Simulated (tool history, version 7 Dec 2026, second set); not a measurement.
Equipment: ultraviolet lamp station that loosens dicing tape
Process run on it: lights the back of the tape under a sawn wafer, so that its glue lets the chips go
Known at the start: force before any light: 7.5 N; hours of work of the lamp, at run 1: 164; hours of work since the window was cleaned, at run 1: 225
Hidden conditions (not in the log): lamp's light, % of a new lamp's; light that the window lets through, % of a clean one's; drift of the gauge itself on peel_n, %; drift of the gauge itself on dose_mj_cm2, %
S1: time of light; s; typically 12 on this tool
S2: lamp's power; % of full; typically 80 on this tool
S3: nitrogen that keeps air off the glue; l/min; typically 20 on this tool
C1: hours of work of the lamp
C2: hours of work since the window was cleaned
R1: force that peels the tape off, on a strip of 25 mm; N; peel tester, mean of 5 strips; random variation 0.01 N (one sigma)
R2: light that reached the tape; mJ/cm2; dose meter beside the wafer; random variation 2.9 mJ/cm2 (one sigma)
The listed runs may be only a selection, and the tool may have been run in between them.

{"run": 1, "day": 0.0, "S1": 12, "S2": 80, "S3": 20, "C1": 164, "C2": 225, "R1": 0.584, "R2": 370}
{"run": 2, "day": 2.883, "S1": 14, "S2": 80, "S3": 20, "C1": 210, "C2": 271, "R1": 0.463, "R2": 422}
{"run": 3, "day": 4.625, "S1": 14, "S2": 80, "S3": 20, "C1": 238, "C2": 299, "R1": 0.483, "R2": 412}
{"run": 4, "day": 7.371, "S1": 14, "S2": 80, "S3": 20, "C1": 282, "C2": 343, "R1": 0.496, "R2": 397}
{"run": 5, "day": 9.5, "S1": 12, "S2": 80, "S3": 20, "C1": 316, "C2": 377, "R1": 0.711, "R2": 331}
{"run": 6, "day": 12.65, "S1": 12, "S2": 77, "S3": 20, "C1": 367, "C2": 428, "R1": 0.802, "R2": 305}
{"run": 7, "day": 15.054, "S1": 12, "S2": 77, "S3": 34, "C1": 405, "C2": 466, "R1": 0.712, "R2": 294}
{"run": 8, "day": 18.229, "S1": 12, "S2": 77, "S3": 34, "C1": 456, "C2": 517, "R1": 0.757, "R2": 281}
{"day": 19.662, "done": "window cleaned of glue's vapour"}
{"run": 9, "day": 20.833, "S1": 12, "S2": 77, "S3": 34, "C1": 498, "C2": 19, "R1": 0.902, "R2": 261}
{"run": 10, "day": 22.65, "S1": 12, "S2": 77, "S3": 34, "C1": 527, "C2": 48, "R1": 0.912, "R2": 253}
{"run": 11, "day": 24.025, "S1": 12, "S2": 80, "S3": 21, "C1": 549, "C2": 70, "R1": 1.113, "R2": 258}
{"run": 12, "day": 27.012, "S1": 12, "S2": 80, "S3": 21, "C1": 597, "C2": 118, "R1": 1.154, "R2": 246}
{"day": 28.212, "done": "window cleaned of glue's vapour, once more"}
{"run": 13, "day": 29.092, "S1": 12, "S2": 80, "S3": 21, "C1": 630, "C2": 14, "R1": 0.802, "R2": 311}
{"run": 14, "day": 31.979, "S1": 12, "S2": 80, "S3": 21, "C1": 676, "C2": 60, "R1": 0.82, "R2": 302}
{"run": 15, "day": 34.342, "S1": 12, "S2": 80, "S3": 21, "C1": 714, "C2": 98, "R1": 0.887, "R2": 290}
{"day": 36.592, "done": "lamp changed"}
{"run": 16, "day": 36.592, "S1": 12, "S2": 80, "S3": 20, "C1": 0, "C2": 134, "R1": 0.459, "R2": 406}
{"run": 17, "day": 39.417, "S1": 12, "S2": 80, "S3": 20, "C1": 45, "C2": 179, "R1": 0.527, "R2": 394}
{"run": 18, "day": 41.05, "S1": 12, "S2": 80, "S3": 20, "C1": 72, "C2": 206, "R1": 0.566, "R2": 389}
{"run": 19, "day": 44.004, "S1": 12, "S2": 80, "S3": 20, "C1": 119, "C2": 253, "R1": 0.573, "R2": 372}
{"run": 20, "day": 47.004, "S1": 12, "S2": 80, "S3": 20, "C1": 167, "C2": 301, "R1": 0.613, "R2": 360}
{"run": 21, "day": 48.479, "S1": 12, "S2": 80, "S3": 14, "C1": 191, "C2": 325, "R1": 0.771, "R2": 357}
{"run": 22, "day": 51.112, "S1": 10, "S2": 75, "S3": 32, "C1": 233, "C2": 367, "R1": 0.877, "R2": 264}
{"run": 23, "day": 52.662, "S1": 9, "S2": 94, "S3": 33, "C1": 258, "C2": 392, "R1": 0.717, "R2": 297}
{"run": 24, "day": 54.4, "S1": 9, "S2": 75, "S3": 10, "C1": 286, "C2": 420, "R1": 1.755, "R2": 229}
{"run": 25, "day": 57.508, "S1": 12, "S2": 76, "S3": 12, "C1": 336, "C2": 470, "R1": 1.111, "R2": 302}
{"run": 26, "day": 59.096, "S1": 9, "S2": 80, "S3": 20, "C1": 361, "C2": 495, "R1": 1.315, "R2": 233}
{"day": 61.942, "done": "window cleaned of glue's vapour"}
{"run": 27, "day": 62.292, "S1": 9, "S2": 70, "S3": 18, "C1": 412, "C2": 6, "R1": 1.396, "R2": 225}
{"run": 28, "day": 63.988, "S1": 22, "S2": 78, "S3": 10, "C1": 440, "C2": 33, "R1": 0.355, "R2": 614}
{"run": 29, "day": 65.738, "S1": 8, "S2": 80, "S3": 12, "C1": 468, "C2": 61, "R1": 1.693, "R2": 223}
{"run": 30, "day": 68.338, "S1": 8, "S2": 61, "S3": 10, "C1": 509, "C2": 103, "R1": 2.68, "R2": 163}
{"run": 31, "day": 71.583, "S1": 14, "S2": 82, "S3": 22, "C1": 561, "C2": 155, "R1": 0.571, "R2": 365}
{"run": 32, "day": 74.662, "S1": 9, "S2": 90, "S3": 29, "C1": 611, "C2": 204, "R1": 1.008, "R2": 247}
{"run": 33, "day": 76.0, "S1": 6, "S2": 80, "S3": 20, "C1": 632, "C2": 226, "R1": 2.483, "R2": 142}
{"run": 34, "day": 77.762, "S1": 11, "S2": 71, "S3": 6, "C1": 661, "C2": 254, "R1": 2.192, "R2": 229}
{"run": 35, "day": 79.079, "S1": 12, "S2": 75, "S3": 25, "C1": 682, "C2": 275, "R1": 0.98, "R2": 264}
{"run": 36, "day": 82.054, "S1": 12, "S2": 75, "S3": 25, "C1": 730, "C2": 323, "R1": 1.062, "R2": 253}
{"day": 83.396, "done": "lamp changed"}
{"run": 37, "day": 84.1, "S1": 6, "S2": 64, "S3": 7, "C1": 11, "C2": 355, "R1": 3.153, "R2": 152}
{"run": 38, "day": 86.212, "S1": 6, "S2": 64, "S3": 7, "C1": 45, "C2": 389, "R1": 3.232, "R2": 144}
{"run": 39, "day": 88.254, "S1": 9, "S2": 88, "S3": 6, "C1": 78, "C2": 422, "R1": 1.559, "R2": 293}
{"run": 40, "day": 89.962, "S1": 12, "S2": 88, "S3": 6, "C1": 105, "C2": 449, "R1": 1.054, "R2": 389}
{"run": 41, "day": 91.854, "S1": 14, "S2": 88, "S3": 27, "C1": 136, "C2": 480, "R1": 0.387, "R2": 444}
{"run": 42, "day": 94.154, "S1": 8, "S2": 83, "S3": 27, "C1": 173, "C2": 517, "R1": 1.175, "R2": 231}

How would selected steps in R1 from run to run divide? Give the signed amount a tool lacking its hidden state would still show from settings, what came in and random variation, and the signed amount left for the hidden state, including any gauge scatter that is not in both of the compared results.
Run 28 -> 29: S1 22 -> 8, S2 78 -> 80, S3 10 -> 12. R1 +1.338 N: hidden state +0.455, all else +0.883.
Run 30 -> 31: S1 8 -> 14, S2 61 -> 82, S3 10 -> 22. R1 -2.109 N: hidden state -0.513, all else -1.596.
Run 32 -> 33: S1 9 -> 6, S2 90 -> 80, S3 29 -> 20. R1 +1.475 N: hidden state +0.487, all else +0.988.
Run 36 -> 37: S1 12 -> 6, S2 75 -> 64, S3 25 -> 7, lamp changed. R1 +2.091 N: hidden state -0.267, all else +2.358.
Run 38 -> 39: S1 6 -> 9, S2 64 -> 88, S3 7 -> 6. R1 -1.673 N: hidden state -0.039, all else -1.634.
